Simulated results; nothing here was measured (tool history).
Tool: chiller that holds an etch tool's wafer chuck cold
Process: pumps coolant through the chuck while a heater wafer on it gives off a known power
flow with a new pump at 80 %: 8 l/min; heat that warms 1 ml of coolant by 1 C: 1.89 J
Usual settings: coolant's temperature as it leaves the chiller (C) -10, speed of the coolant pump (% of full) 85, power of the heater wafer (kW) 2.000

run   hour  coolant's temperature as it leaves the chiller (C)  speed of the coolant pump (% of full)  power of the heater wafer (kW)  chuck's temperature once it has settled (C)  how much warmer the coolant comes back (C)
  1    0.0                                                 -10                                     85                           2.000                                          4.3                                        7.47
  2   21.3                                                 -10                                     85                           2.000                                          4.5                                        7.48
  3   46.2                                                 -10                                     85                           2.000                                          4.5                                        7.60
  4   66.1                                                 -10                                     85                           2.000                                          4.4                                        7.52
  5  100.9                                                 -10                                     85                           2.000                                          4.4                                        7.56
  6  128.3                                                 -10                                     85                           2.000                                          4.3                                        7.59
  7  149.2                                                 -10                                     85                           2.000                                          4.5                                        7.63
  8  178.8                                                 -14                                     85                           2.000                                          0.4                                        7.67
  9  197.3                                                 -10                                     97                           2.000                                          3.1                                        6.81
 10  219.8                                                 -10                                     97                           2.000                                          3.3                                        6.84
 11  246.6                                                 -10                                     85                           2.000                                          4.4                                        7.71
 12  264.1                                                  -5                                     85                           2.000                                          9.4                                        7.72
 13  289.6                                                  -5                                    100                           2.000                                          8.1                                        6.76
     318.4  -- coolant changed, channels flushed
 14  321.2                                                 -10                                     85                           2.288                                          6.4                                        8.91
 15  355.0                                                 -10                                     85                           2.288                                          6.4                                        8.88
     373.2  -- gauge calibrated
 16  383.3                                                 -10                                     85                           2.288                                          6.6                                        8.56
 17  414.8                                                 -10                                     85                           2.288                                          6.4                                        8.63
 18  446.2                                                 -10                                     68                           2.288                                          8.9                                       10.68
 19  475.4                                                 -10                                     68                           2.288                                          8.9                                       10.67
 20  508.8                                                 -10                                     68                           2.288                                          9.0                                       10.72
 21  543.9                                                 -10                                     95                           1.420                                         -0.4                                        4.92
 22  569.6                                                  -1                                     95                           2.026                                         12.8                                        7.00
 23  604.4                                                  -1                                     95                           2.026                                         12.5                                        7.04
 24  624.3                                                  -1                                     95                           2.026                                         12.6                                        7.08
 25  656.4                                                  -5                                     65                           2.000                                         12.2                                        9.97
 26  674.8                                                  -5                                     65                           2.000                                         11.8                                       10.01
 27  699.7                                                  -4                                     65                           2.657                                         18.7                                       13.05
 28  727.3                                                  -4                                     65                           2.657                                         18.5                                       13.20
 29  751.4                                                  -4                                     65                           2.657                                         18.4                                       13.25
 30  771.2                                                 -10                                     80                           2.323                                          7.2                                        9.55
 31  792.5                                                 -16                                     77                           2.000                                         -0.8                                        8.71
 32  820.8                                                 -17                                     67                           1.568                                         -3.9                                        7.80

Forecast each of these 3 alternatives for the next run:
  A  846.4                                                 -17                                     67                           2.944                                            ?                                           ?
  B  846.4                                                 -17                                     90                           1.568                                            ?                                           ?
  C  846.4                                                 -14                                     67                           1.568                                            ?                                           ?

run  chuck's temperature once it has settled (C)  how much warmer the coolant comes back (C)
  A                                          7.6                                       14.34
  B                                         -6.0                                        6.05
  C                                         -1.0                                        7.86
Without the tool's hidden state the same runs would have given:
run  chuck's temperature once it has settled (C)  how much warmer the coolant comes back (C)
  A                                          7.6                                       13.86
  B                                         -6.0                                        5.58
  C                                         -1.0                                        7.39

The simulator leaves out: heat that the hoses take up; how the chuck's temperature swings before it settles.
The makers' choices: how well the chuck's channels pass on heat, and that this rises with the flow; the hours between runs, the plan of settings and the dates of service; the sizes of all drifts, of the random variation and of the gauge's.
